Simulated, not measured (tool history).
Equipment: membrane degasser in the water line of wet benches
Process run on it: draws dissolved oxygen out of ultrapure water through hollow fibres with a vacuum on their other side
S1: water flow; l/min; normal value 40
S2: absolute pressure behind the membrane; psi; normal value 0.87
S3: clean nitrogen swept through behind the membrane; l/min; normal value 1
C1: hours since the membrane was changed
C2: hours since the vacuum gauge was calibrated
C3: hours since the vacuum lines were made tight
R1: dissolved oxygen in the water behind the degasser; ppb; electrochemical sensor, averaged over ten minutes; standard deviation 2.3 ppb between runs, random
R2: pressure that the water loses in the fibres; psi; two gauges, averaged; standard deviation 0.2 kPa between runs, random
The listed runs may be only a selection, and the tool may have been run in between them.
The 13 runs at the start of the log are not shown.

run 14 hour=921.3 | S1=40 S2=0.87 S3=1 | C1=3426 C2=5696 C3=3099 | R1=257.2 R2=6.622
run 15 hour=1011.4 | S1=40 S2=0.87 S3=1 | C1=3516 C2=5786 C3=3189 | R1=253.8 R2=6.586
run 16 hour=1073.8 | S1=40 S2=0.87 S3=2.01 | C1=3578 C2=5848 C3=3251 | R1=146 R2=6.573
run 17 hour=1134.3 | S1=40 S2=0.87 S3=2.01 | C1=3639 C2=5909 C3=3312 | R1=147.8 R2=6.548
run 18 hour=1189.9 | S1=51 S2=1.59 S3=0.57 | C1=3695 C2=5964 C3=3368 | R1=1090.7 R2=8.469
run 19 hour=1272.8 | S1=51 S2=1.59 S3=0.57 | C1=3777 C2=6047 C3=3450 | R1=1077 R2=8.422
run 20 hour=1365.6 | S1=51 S2=1.59 S3=0.57 | C1=3870 C2=6140 C3=3543 | R1=1077.2 R2=8.46
run 21 hour=1460.7 | S1=40 S2=0.938 S3=1.38 | C1=3965 C2=6235 C3=3638 | R1=225.6 R2=6.667
run 22 hour=1506.8 | S1=44 S2=0.87 S3=1 | C1=4012 C2=6281 C3=3685 | R1=272.8 R2=7.352
run 23 hour=1586.2 | S1=25 S2=0.87 S3=0.92 | C1=4091 C2=6361 C3=3764 | R1=182.2 R2=4.17
run 24 hour=1658.8 | S1=25 S2=0.87 S3=0.92 | C1=4163 C2=6433 C3=3836 | R1=182.7 R2=4.154
run 25 hour=1754.9 | S1=39 S2=1.523 S3=2.45 | C1=4260 C2=6529 C3=3933 | R1=278.7 R2=6.467
run 26 hour=1804.1 | S1=39 S2=1.523 S3=2.45 | C1=4309 C2=6579 C3=3982 | R1=276.3 R2=6.476
run 27 hour=1893 | S1=39 S2=1.523 S3=2.45 | C1=4398 C2=6668 C3=4071 | R1=278.5 R2=6.496
run 28 hour=1952.8 | S1=39 S2=0.598 S3=0.95 | C1=4458 C2=6727 C3=4130 | R1=110.9 R2=6.48
run 29 hour=2003.2 | S1=39 S2=0.661 S3=0.95 | C1=4508 C2=6778 C3=4181 | R1=148.9 R2=6.474
run 30 hour=2044.2 | S1=39 S2=0.661 S3=0.95 | C1=4549 C2=6819 C3=4222 | R1=146.5 R2=6.476
run 31 hour=2108.3 | S1=39 S2=0.661 S3=0.97 | C1=4613 C2=6883 C3=4286 | R1=144.4 R2=6.493
run 32 hour=2193 | S1=40 S2=2.151 S3=1.46 | C1=4698 C2=6968 C3=4371 | R1=666.3 R2=6.634

3 ways to go on from here, each from the tool as it stands after run 32. What would each give?
run A hour=2269.3 | S1=45 S2=1.282 S3=0.43 | C1=4774 C2=7044 C3=4447 | R1=? R2=?
run B hour=2269.3 | S1=40 S2=0.87 S3=2.65 | C1=4774 C2=7044 C3=4447 | R1=? R2=?
run C hour=2269.3 | S1=61 S2=2.151 S3=1.68 | C1=4774 C2=7044 C3=4447 | R1=? R2=?

run=A R1=902.1 R2=7.512
run=B R1=117.8 R2=6.673
run=C R1=864.1 R2=10.179
Without the tool's hidden state the same runs would have given:
run=A R1=852 R2=7.311
run=B R1=102.9 R2=6.495
run=C R1=833.6 R2=9.908
